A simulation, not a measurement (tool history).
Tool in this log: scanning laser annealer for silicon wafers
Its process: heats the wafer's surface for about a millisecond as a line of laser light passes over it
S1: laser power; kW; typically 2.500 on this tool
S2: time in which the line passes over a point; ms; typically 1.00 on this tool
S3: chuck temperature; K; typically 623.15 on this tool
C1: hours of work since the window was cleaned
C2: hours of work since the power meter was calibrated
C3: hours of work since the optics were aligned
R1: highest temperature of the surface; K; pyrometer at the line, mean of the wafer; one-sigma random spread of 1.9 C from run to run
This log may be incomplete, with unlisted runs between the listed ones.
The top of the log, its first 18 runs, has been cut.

| run | hour | S1 | S2 | S3 | C1 | C2 | C3 | R1 |
|---|---|---|---|---|---|---|---|---|
| 19 | 603.2 | 2.246 | 1.10 | 585.15 | 267 | 1216 | 34 | 1289.15 |
| 20 | 639.4 | 2.246 | 1.10 | 585.15 | 290 | 1238 | 56 | 1289.15 |
| 21 | 658.4 | 2.631 | 1.00 | 584.15 | 302 | 1250 | 68 | 1375.15 |
| 22 | 694.7 | 2.500 | 0.74 | 602.15 | 324 | 1272 | 91 | 1235.15 |
| 23 | 726.0 | 2.361 | 0.96 | 653.15 | 344 | 1292 | 110 | 1339.15 |
| 24 | 769.1 | 2.500 | 0.78 | 623.15 | 370 | 1319 | 137 | 1271.15 |
| 25 | 791.3 | 2.534 | 1.00 | 622.15 | 384 | 1333 | 151 | 1376.15 |
| 26 | 833.7 | 2.355 | 0.91 | 611.15 | 411 | 1359 | 177 | 1273.15 |
| 27 | 862.9 | 2.355 | 0.91 | 611.15 | 429 | 1377 | 195 | 1272.15 |
| 28 | 897.9 | 2.355 | 0.91 | 611.15 | 451 | 1399 | 217 | 1270.15 |
| 29 | 918.7 | 2.355 | 1.03 | 596.15 | 464 | 1412 | 230 | 1304.15 |
| 30 | 954.5 | 2.521 | 1.00 | 616.15 | 486 | 1434 | 252 | 1366.15 |
| 31 | 980.2 | 2.521 | 1.00 | 616.15 | 502 | 1450 | 268 | 1364.15 |

5 options for the next run, each taken on its own from the tool as it stands now. Forecast them:
| A | 1022.1 | 2.521 | 1.00 | 587.15 | 528 | 1476 | 294 | ? |
| B | 1022.1 | 2.413 | 1.02 | 602.15 | 528 | 1476 | 294 | ? |
| C | 1022.1 | 2.500 | 0.78 | 623.15 | 528 | 1476 | 294 | ? |
| D | 1022.1 | 2.136 | 0.84 | 651.15 | 528 | 1476 | 294 | ? |
| E | 1022.1 | 2.334 | 0.75 | 651.15 | 528 | 1476 | 294 | ? |

| run | R1 |
|---|---|
| A | 1331.15 |
| B | 1323.15 |
| C | 1266.15 |
| D | 1219.15 |
| E | 1236.15 |
Had the tool no hidden state, the same runs would have come out as:
| run | R1 |
|---|---|
| A | 1360.15 |
| B | 1350.15 |
| C | 1290.15 |
| D | 1241.15 |
| E | 1258.15 |
